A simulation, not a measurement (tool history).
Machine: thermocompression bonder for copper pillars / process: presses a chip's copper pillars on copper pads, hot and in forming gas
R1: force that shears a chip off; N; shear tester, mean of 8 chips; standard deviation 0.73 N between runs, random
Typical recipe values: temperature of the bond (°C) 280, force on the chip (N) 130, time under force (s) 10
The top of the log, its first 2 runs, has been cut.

Run 3, day 2.592: usual settings. Result: R1 49.4 N.
Run 4, day 3.754: usual settings. Result: R1 48.2 N.
Run 5, day 4.767: usual settings. Result: R1 49.8 N.
Run 6, day 6.012: usual settings. Result: R1 48.3 N.
Run 7, day 6.992: usual settings. Result: R1 50.3 N.
Run 8, day 8.150: usual settings but temperature of the bond (°C) 278. Result: R1 47.7 N.
At day 8.362: forming gas filter changed.
Run 9, day 9.338: usual settings but temperature of the bond (°C) 278. Result: R1 50.0 N.
Run 10, day 10.042: usual settings but temperature of the bond (°C) 278, time under force (s) 22. Result: R1 64.9 N.
Run 11, day 10.908: usual settings but temperature of the bond (°C) 292, time under force (s) 22. Result: R1 76.1 N.
Run 12, day 11.871: usual settings but temperature of the bond (°C) 292, time under force (s) 22. Result: R1 74.6 N.
Run 13, day 13.367: usual settings but temperature of the bond (°C) 292, time under force (s) 12. Result: R1 60.8 N.
Run 14, day 14.267: usual settings but temperature of the bond (°C) 292, time under force (s) 12. Result: R1 62.6 N.
Run 15, day 15.504: usual settings. Result: R1 49.7 N.
Run 16, day 16.762: usual settings. Result: R1 48.4 N.
Run 17, day 18.042: usual settings but temperature of the bond (°C) 256. Result: R1 35.2 N.
Run 18, day 18.746: usual settings but temperature of the bond (°C) 256. Result: R1 34.0 N.

Run 19 comes next. What will it give?
Run 19, day 20.404: usual settings but force on the chip (N) 115, time under force (s) 18. Result: R1 ?.

For run 19 the tool returned R1 54.1 N.
On a tool with no hidden condition, and with the same random variation, this run would have come out at R1 59.3 N.
